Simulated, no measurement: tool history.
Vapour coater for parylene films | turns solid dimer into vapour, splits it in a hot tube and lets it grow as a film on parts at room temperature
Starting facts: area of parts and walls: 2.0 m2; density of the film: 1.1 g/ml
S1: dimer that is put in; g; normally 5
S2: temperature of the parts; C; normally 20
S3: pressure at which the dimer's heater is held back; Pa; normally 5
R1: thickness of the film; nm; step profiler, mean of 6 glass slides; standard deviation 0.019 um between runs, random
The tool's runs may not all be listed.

run     day  S1  S2     S3    R1
  1       0   5  20      5  1660
  2   0.779   4  20      5  1340
  3   1.575   5  20   2.11  1880
  4   2.412   5  20      5  1700
  5   3.304   5  22      5  1540
  6   3.862   5  22      5  1560
  7   4.475   5  14      5  2100
  8   4.912   5  20      5  1670
  9   5.479   5  20      5  1680
 10   5.958   5  20      5  1690
 11   6.692   8  20      5  2690
 12   7.604   7  20      5  2320
 13   8.529   5  20      5  1630
 14   8.983   5  13      5  2200
 15   9.962   5  13      5  2140
 16  10.508   5  13      5  2190
 17  10.975   5  21    5.7  1580
 18  11.871   3  31   7.53   620
 19  12.921   5  16   9.49  1780
 20    13.8   4  13   9.74  1610
 21    14.5   5  25  10.51  1260
 22  15.292   5  25  10.51  1260
 23  15.958   5  18   3.59  1900
 24  16.712   5  18   3.59  1870
 25  17.783   5  18   3.59  1880
 26  18.279   6  16    5.1  2330
 27  19.275   2  23   2.86   640
 28  20.292   2  23   2.86   640
 29  21.325   3  25   5.91   820
     22.479  -- trap's valve overhauled
 30  22.483   7  20   6.82  2220
 31  23.225   3  30   6.82   670
 32  24.171   3  30  11.14   600

5 options for the next run, each taken on its own from the tool as it stands now. Forecast them:
  A  25.258   3  17   2.33   ?
  B  25.258   3  23  11.14   ?
  C  25.258   6  32   2.56   ?
  D  25.258   5  24      5   ?
  E  25.258   5  20   5.24   ?

run    R1
  A  1200
  B   790
  C  1440
  D  1440
  E  1640
With no hidden state in the tool, these same runs would have given:
run    R1
  A  1200
  B   790
  C  1440
  D  1450
  E  1640

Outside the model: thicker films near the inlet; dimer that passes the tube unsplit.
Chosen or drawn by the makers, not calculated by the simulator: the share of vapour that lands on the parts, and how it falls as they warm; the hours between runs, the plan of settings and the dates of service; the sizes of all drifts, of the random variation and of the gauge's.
